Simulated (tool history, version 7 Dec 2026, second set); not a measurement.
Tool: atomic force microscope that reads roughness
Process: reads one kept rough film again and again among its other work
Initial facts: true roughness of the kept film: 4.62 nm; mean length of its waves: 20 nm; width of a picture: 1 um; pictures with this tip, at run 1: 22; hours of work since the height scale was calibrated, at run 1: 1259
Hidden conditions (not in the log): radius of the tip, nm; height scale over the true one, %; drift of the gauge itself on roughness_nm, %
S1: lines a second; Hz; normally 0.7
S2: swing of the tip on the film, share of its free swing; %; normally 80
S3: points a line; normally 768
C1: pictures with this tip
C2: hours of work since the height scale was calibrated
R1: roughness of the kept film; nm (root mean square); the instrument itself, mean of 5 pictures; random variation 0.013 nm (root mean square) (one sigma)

run	hour	S1	S2	S3	C1	C2	R1
1	0	0.7	80	768	22	1259	2.844
2	42.3	0.7	80	768	81	1285	2.359
# hour 69.5: new tip fitted
3	83.6	0.7	80	768	20	1310	2.796
4	141.9	0.7	56	768	102	1346	2.262
# hour 156: new tip fitted
5	189.1	0.7	56	768	46	1375	2.595
# hour 245.2: new tip fitted
6	263.6	0.7	56	768	26	1420	2.838
# hour 331.1: new tip fitted
7	335.4	0.7	56	768	6	1464	3.026
8	399.1	0.7	56	768	96	1503	2.283
# hour 416.2: new tip fitted
9	442.3	0.7	56	768	37	1530	2.666
# hour 499.7: new tip fitted
10	505	0.7	80	299	7	1568	2.815
11	538	0.7	80	299	54	1588	2.444
12	579.9	0.7	80	299	113	1614	2.049
# hour 586.8: new tip fitted
13	621.6	0.7	80	299	49	1640	2.504
# hour 672: new tip fitted
14	684.9	0.7	80	299	18	1678	2.77
# hour 692.5: height scale calibrated on a step standard
15	722.9	0.7	80	299	70	19	2.35
16	753.7	0.7	58	768	114	38	2.15
# hour 759.8: new tip fitted
17	791.6	0.7	58	768	44	61	2.648
# hour 848.6: new tip fitted
18	854.4	0.7	58	768	8	99	2.894
19	930.7	0.7	80	768	116	146	2.056
# hour 934.6: new tip fitted
20	985.3	0.7	80	768	72	180	2.333
# hour 1018.5: new tip fitted
21	1060.2	0.7	80	768	59	225	2.502
# hour 1094: height scale calibrated on a step standard, once more
# hour 1103.7: new tip fitted
22	1127.3	0.7	80	768	33	20	2.665
23	1185.8	0.7	80	768	115	56	2.153
# hour 1193.3: new tip fitted
24	1248.8	0.7	80	768	78	95	2.421
# hour 1279: new tip fitted
25	1284.2	0.7	80	768	7	116	2.96
26	1335.3	0.7	80	768	79	148	2.367
# hour 1363.7: new tip fitted
27	1411.7	3.932	89	768	67	195	2.014
# hour 1450.4: new tip fitted
28	1468.2	3.128	70	375	25	229	2.616
29	1507.8	3.128	70	375	81	254	2.219
# hour 1540.1: new tip fitted
30	1570.3	3.128	70	375	42	292	2.569
31	1613.1	3.128	85	375	102	318	1.964
# hour 1625: new tip fitted
32	1685.1	1.772	89	438	85	362	2.163
# hour 1711.7: new tip fitted
33	1742.4	1.772	89	438	43	397	2.401
34	1780.6	3.771	89	438	97	421	1.848
# hour 1799.4: new tip fitted
35	1815.6	0.7	63	768	22	442	2.849
36	1846.5	0.922	86	768	66	461	2.443
# hour 1883.8: new tip fitted
37	1883.8	0.974	82	912	0	484	3.002
38	1930	0.974	82	912	65	512	2.426
# hour 1970.4: new tip fitted
39	1976	0.974	82	912	8	540	2.923
40	2014.8	0.974	82	912	63	564	2.425
41	2048.6	0.7	72	762	110	585	2.153
# hour 2053.9: new tip fitted
42	2117	2.08	80	762	89	627	2.14
# hour 2139.2: new tip fitted
43	2192.3	0.929	65	271	75	673	2.309
# hour 2222.4: new tip fitted
44	2249.4	0.929	65	271	38	708	2.629
45	2292.3	1.88	80	528	98	734	2.144
# hour 2307.1: new tip fitted
46	2343.9	0.7	63	768	52	766	2.491
47	2388.1	0.7	63	768	114	793	2.089
# hour 2393.9: new tip fitted
48	2425.7	0.7	63	768	45	816	2.711
# hour 2477.8: new tip fitted
49	2478.1	0.7	77	318	1	848	2.903
50	2547.2	0.7	77	318	98	891	2.121
# hour 2562.5: new tip fitted
51	2585.4	1.046	69	768	32	914	2.687

Below are 3 alternative next runs, each starting from the tool's condition after run 51. Predict each:
# hour 2648.3: new tip fitted
A	2660.7	0.7	87	639	17	960	?
# hour 2648.3: new tip fitted
B	2660.7	2.941	69	307	17	960	?
# hour 2648.3: new tip fitted
C	2660.7	0.628	71	966	17	960	?

run	R1
A	2.778
B	2.688
C	2.861
Without the tool's hidden state the same runs would have given:
run	R1
A	3.035
B	2.937
C	3.126
